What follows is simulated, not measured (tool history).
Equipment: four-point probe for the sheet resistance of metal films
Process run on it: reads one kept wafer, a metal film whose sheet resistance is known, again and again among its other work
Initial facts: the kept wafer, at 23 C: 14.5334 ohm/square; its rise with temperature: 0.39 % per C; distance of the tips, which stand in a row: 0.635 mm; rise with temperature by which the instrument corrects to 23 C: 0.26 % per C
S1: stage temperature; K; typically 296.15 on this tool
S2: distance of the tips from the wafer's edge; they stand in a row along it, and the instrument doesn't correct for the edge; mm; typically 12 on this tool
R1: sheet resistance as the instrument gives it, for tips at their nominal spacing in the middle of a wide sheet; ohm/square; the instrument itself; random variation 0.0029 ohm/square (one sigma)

run 1 hour=0 | S1=296.15 S2=12 | R1=14.548245
run 2 hour=15.4 | S1=292.15 S2=12 | R1=14.478429
run 3 hour=28.6 | S1=296.15 S2=12 | R1=14.546363
run 4 hour=44 | S1=296.15 S2=12 | R1=14.543342
run 5 hour=61.8 | S1=296.15 S2=4 | R1=14.718287
run 6 hour=77 | S1=296.15 S2=4 | R1=14.723408
run 7 hour=92.3 | S1=296.15 S2=4 | R1=14.716103
run 8 hour=109 | S1=296.15 S2=4 | R1=14.723635
run 9 hour=121.7 | S1=296.15 S2=12 | R1=14.539596
run 10 hour=131.8 | S1=296.15 S2=3 | R1=14.862334
run 11 hour=140.5 | S1=296.15 S2=3 | R1=14.872405
run 12 hour=152.3 | S1=296.15 S2=3 | R1=14.865596
run 13 hour=169.2 | S1=296.15 S2=12 | R1=14.545554
run 14 hour=180.6 | S1=296.15 S2=12 | R1=14.542326
run 15 hour=195.3 | S1=296.15 S2=12 | R1=14.547012
run 16 hour=213.2 | S1=296.15 S2=12 | R1=14.543204
run 17 hour=225.9 | S1=296.15 S2=12 | R1=14.541155
run 18 hour=243.7 | S1=296.15 S2=12 | R1=14.549443
run 19 hour=259 | S1=296.15 S2=12 | R1=14.542295
-- hour=260.9 stage's thermometer calibrated
run 20 hour=269.8 | S1=296.15 S2=12 | R1=14.546425
run 21 hour=283.1 | S1=295.15 S2=12 | R1=14.527984
run 22 hour=299 | S1=295.15 S2=12 | R1=14.527199
run 23 hour=317.6 | S1=295.15 S2=12 | R1=14.524889
run 24 hour=328.7 | S1=296.15 S2=16 | R1=14.532431
run 25 hour=346.1 | S1=293.15 S2=18 | R1=14.469883
run 26 hour=361 | S1=295.15 S2=10 | R1=14.52848
-- hour=363.1 stage's thermometer calibrated, once more
run 27 hour=379.8 | S1=295.15 S2=10 | R1=14.52195
run 28 hour=396.9 | S1=295.15 S2=38 | R1=14.49079
run 29 hour=409 | S1=295.15 S2=38 | R1=14.49672
run 30 hour=426.3 | S1=300.15 S2=69 | R1=14.581666
run 31 hour=435.3 | S1=299.15 S2=10 | R1=14.594497

Expected results for the next run?
run 32 hour=447 | S1=299.15 S2=10 | R1=?

R1: 14.597267 ohm/square
The same run, on a tool lacking any hidden state, would have yielded R1 14.621463 ohm/square.
